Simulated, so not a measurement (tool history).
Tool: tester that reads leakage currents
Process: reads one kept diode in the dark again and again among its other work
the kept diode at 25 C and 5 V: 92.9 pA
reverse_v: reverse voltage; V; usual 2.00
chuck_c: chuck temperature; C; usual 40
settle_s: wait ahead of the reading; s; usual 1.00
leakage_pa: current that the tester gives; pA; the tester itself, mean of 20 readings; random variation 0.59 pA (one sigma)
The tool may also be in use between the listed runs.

run	hour	reverse_v	chuck_c	settle_s	leakage_pa
1	0.0	2.00	40	1.00	195.88
2	33.0	2.00	40	1.00	197.30
3	78.1	2.00	40	1.00	197.51
4	120.9	2.00	40	1.14	196.50
5	149.3	2.00	40	1.14	196.66
6	194.4	2.00	40	1.00	197.94
7	215.0	2.00	40	1.00	196.74
8	256.7	4.44	40	1.00	283.40
9	285.3	2.00	40	1.00	196.57
10	313.2	13.49	40	1.00	471.79
11	348.9	13.49	40	1.00	468.40
12	379.4	13.49	40	1.00	468.31
13	416.8	13.49	40	1.00	469.45
14	441.2	2.00	40	1.00	196.56
15	480.1	2.00	40	1.00	197.08
16	524.6	2.00	40	1.00	197.24
17	557.2	2.00	40	1.00	196.08
18	603.5	15.52	23	1.00	136.18
19	624.5	3.79	51	4.12	575.92
20	657.9	10.91	26	4.01	144.79
21	679.4	10.91	26	4.01	145.38
22	707.9	5.31	24	1.00	89.62
23	743.3	1.78	33	1.10	109.86
24	767.7	1.78	33	1.10	110.52
25	791.7	1.78	33	1.10	110.25
26	824.3	6.83	22	1.10	85.58
27	863.8	4.29	50	1.34	567.99
28	882.7	1.98	50	9.38	398.81
29	916.2	3.32	25	4.98	77.62
30	943.3	1.26	25	0.49	50.65
31	974.4	1.26	52	0.44	374.48
32	996.9	3.22	40	5.33	244.98
33	1016.9	7.69	41	1.22	391.25
34	1040.8	7.69	41	1.22	390.99

Forecast each of these 4 alternatives for the next run:
A	1061.9	7.12	44	5.39	?
B	1061.9	1.62	31	2.00	?
C	1061.9	7.69	47	0.45	?
D	1061.9	7.69	32	1.22	?

run	leakage_pa
A	469.02
B	90.68
C	602.23
D	199.36
Without the tool's hidden state the same runs would have given:
run	leakage_pa
A	468.59
B	90.59
C	601.71
D	199.06

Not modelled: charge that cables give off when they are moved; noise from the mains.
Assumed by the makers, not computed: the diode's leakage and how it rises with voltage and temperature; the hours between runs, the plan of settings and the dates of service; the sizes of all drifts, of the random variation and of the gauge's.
